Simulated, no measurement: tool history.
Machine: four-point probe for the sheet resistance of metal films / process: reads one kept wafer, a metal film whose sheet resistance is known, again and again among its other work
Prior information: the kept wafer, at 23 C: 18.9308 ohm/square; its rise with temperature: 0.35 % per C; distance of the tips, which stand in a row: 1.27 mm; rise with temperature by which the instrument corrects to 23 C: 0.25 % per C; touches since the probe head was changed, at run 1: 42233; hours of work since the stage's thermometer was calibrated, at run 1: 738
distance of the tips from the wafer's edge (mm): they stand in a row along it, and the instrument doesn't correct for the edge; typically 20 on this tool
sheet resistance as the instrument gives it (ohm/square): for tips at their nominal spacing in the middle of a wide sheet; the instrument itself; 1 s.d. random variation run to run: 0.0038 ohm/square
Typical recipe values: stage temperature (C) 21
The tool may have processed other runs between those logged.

run    hour  stage temperature (C)  distance of the tips from the wafer's edge (mm)  touches since the probe head was changed  hours of work since the stage's thermometer was calibrated  sheet resistance as the instrument gives it (ohm/square)
  1       0                     21                                               20                                     42233                                                         738                                                 19.040436
  2    91.7                     21                                               20                                     46472                                                         797                                                 19.043046
  3   165.1                     21                                               20                                     49867                                                         843                                                 19.041273
  4   240.2                     21                                               20                                     53343                                                         891                                                   19.0452
  5     291                     18                                               20                                     55690                                                         923                                                 18.983695
  6   381.9                     21                                               20                                     59895                                                         981                                                 19.053155
  7   436.8                     23                                               20                                     62433                                                        1016                                                 19.103903
  8   516.5                     23                                               20                                     66118                                                        1067                                                 19.105077
  9     555                     23                                               20                                     67900                                                        1091                                                 19.104985
 10   603.9                     23                                               20                                     70160                                                        1122                                                 19.105792
 11   655.1                     23                                                5                                     72531                                                        1155                                                 19.715476
 12     725                     28                                                8                                     75762                                                        1200                                                 19.433436
 13   785.8                     20                                               12                                     78571                                                        1238                                                 19.134753
 14     853                     20                                               43                                     81680                                                        1281                                                  19.03509
 15   896.3                     22                                                6                                     83684                                                        1309                                                 19.515523
 16   945.3                     29                                                4                                     85950                                                        1340                                                 20.195539
 17    1016                     29                                                4                                     89217                                                        1385                                                  20.18664
 18  1080.5                     34                                               52                                     92204                                                        1426                                                 19.305849
 19  1147.5                     34                                               52                                     95300                                                        1468                                                 19.311208
       1173  -- stage's thermometer calibrated
 20  1233.5                     34                                               52                                     99253                                                          38                                                 19.338898
 21  1315.2                     18                                               31                                    103031                                                          90                                                 19.046241

Consider 4 possible next runs. They are alternatives, not a sequence: every one starts from the tool as it was left by run 21. What does each give?
  A  1391.8                     20                                               31                                    106573                                                         139                                                         ?
  B  1391.8                     25                                               20                                    106573                                                         139                                                         ?
  C  1391.8                     21                                                4                                    106573                                                         139                                                         ?
  D  1391.8                     26                                               71                                    106573                                                         139                                                         ?

run  sheet resistance as the instrument gives it (ohm/square)
  A                                                 19.086313
  B                                                 19.210269
  C                                                  20.07258
  D                                                 19.200676
Take away the tool's hidden state, keep each run's random variation, and the runs would have read:
run  sheet resistance as the instrument gives it (ohm/square)
  A                                                 18.882555
  B                                                  19.00513
  C                                                 19.859185
  D                                                 18.995593
